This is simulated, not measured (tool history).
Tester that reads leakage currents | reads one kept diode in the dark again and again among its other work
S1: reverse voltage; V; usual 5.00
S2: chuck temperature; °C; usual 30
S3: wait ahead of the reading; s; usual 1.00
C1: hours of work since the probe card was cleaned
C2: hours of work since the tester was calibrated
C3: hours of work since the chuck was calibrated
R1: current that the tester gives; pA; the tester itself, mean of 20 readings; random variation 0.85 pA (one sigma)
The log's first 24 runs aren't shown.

At hour 884.1: chuck's temperature calibrated, once more.
Run 25, hour 889.1: usual settings but S3 0.61 s; C1 632; C2 1560; C3 3. Result: R1 291.86 pA.
Run 26, hour 925.7: usual settings but S2 58 °C, S3 0.61 s; C1 651; C2 1579; C3 21. Result: R1 2514.94 pA.
Run 27, hour 947.9: usual settings but S2 58 °C, S3 0.61 s; C1 662; C2 1590; C3 33. Result: R1 2519.35 pA.
Run 28, hour 992.2: usual settings but S2 58 °C, S3 0.61 s; C1 685; C2 1613; C3 55. Result: R1 2537.80 pA.
Run 29, hour 1018.0: usual settings but S2 33 °C, S3 0.50 s; C1 698; C2 1626; C3 68. Result: R1 373.87 pA.
Run 30, hour 1064.2: usual settings but S1 1.42 V, S2 22 °C, S3 0.59 s; C1 721; C2 1649; C3 92. Result: R1 70.21 pA.
Run 31, hour 1112.8: usual settings but S1 1.42 V, S2 22 °C, S3 0.59 s; C1 746; C2 1674; C3 117. Result: R1 69.74 pA.
Run 32, hour 1137.2: usual settings but S1 3.24 V, S2 22 °C, S3 0.59 s; C1 759; C2 1687; C3 129. Result: R1 114.88 pA.
Run 33, hour 1174.9: usual settings but S1 1.91 V, S2 29 °C, S3 5.05 s; C1 778; C2 1706; C3 149. Result: R1 150.86 pA.
Run 34, hour 1228.8: usual settings but S1 1.57 V, S2 29 °C, S3 2.85 s; C1 805; C2 1733; C3 176. Result: R1 134.54 pA.
Run 35, hour 1255.2: usual settings but S1 1.57 V, S2 29 °C, S3 2.85 s; C1 819; C2 1747; C3 190. Result: R1 134.63 pA.
Run 36, hour 1287.0: usual settings but S1 1.91 V, S2 39 °C, S3 4.80 s; C1 835; C2 1763; C3 206. Result: R1 340.94 pA.
Run 37, hour 1336.1: usual settings but S1 1.46 V; C1 860; C2 1788; C3 231. Result: R1 139.93 pA.
Run 38, hour 1373.2: usual settings but S1 1.41 V, S2 45 °C, S3 9.36 s; C1 879; C2 1807; C3 250. Result: R1 457.58 pA.
Run 39, hour 1421.9: usual settings but S1 1.41 V, S2 45 °C, S3 9.36 s; C1 904; C2 1832; C3 275. Result: R1 456.04 pA.
Run 40, hour 1471.9: usual settings but S1 11.29 V, S2 45 °C, S3 1.54 s; C1 930; C2 1858; C3 300. Result: R1 1552.83 pA.

Forecast each of these 4 alternatives for the next run:
Run A, hour 1511.5: usual settings but S1 9.13 V, S3 3.02 s; C1 950; C2 1878; C3 320. Result: R1 ?.
Run B, hour 1511.5: usual settings but S1 11.29 V, S2 45 °C, S3 3.47 s; C1 950; C2 1878; C3 320. Result: R1 ?.
Run C, hour 1511.5: usual settings but S1 2.23 V, S2 53 °C, S3 1.87 s; C1 950; C2 1878; C3 320. Result: R1 ?.
Run D, hour 1511.5: usual settings but S1 11.29 V, S2 35 °C, S3 2.48 s; C1 950; C2 1878; C3 320. Result: R1 ?.

run       R1
  A   414.45
  B  1553.42
  C  1092.43
  D   709.93
Without the tool's hidden state the same runs would have given:
run       R1
  A   400.48
  B  1532.02
  C  1084.94
  D   691.87

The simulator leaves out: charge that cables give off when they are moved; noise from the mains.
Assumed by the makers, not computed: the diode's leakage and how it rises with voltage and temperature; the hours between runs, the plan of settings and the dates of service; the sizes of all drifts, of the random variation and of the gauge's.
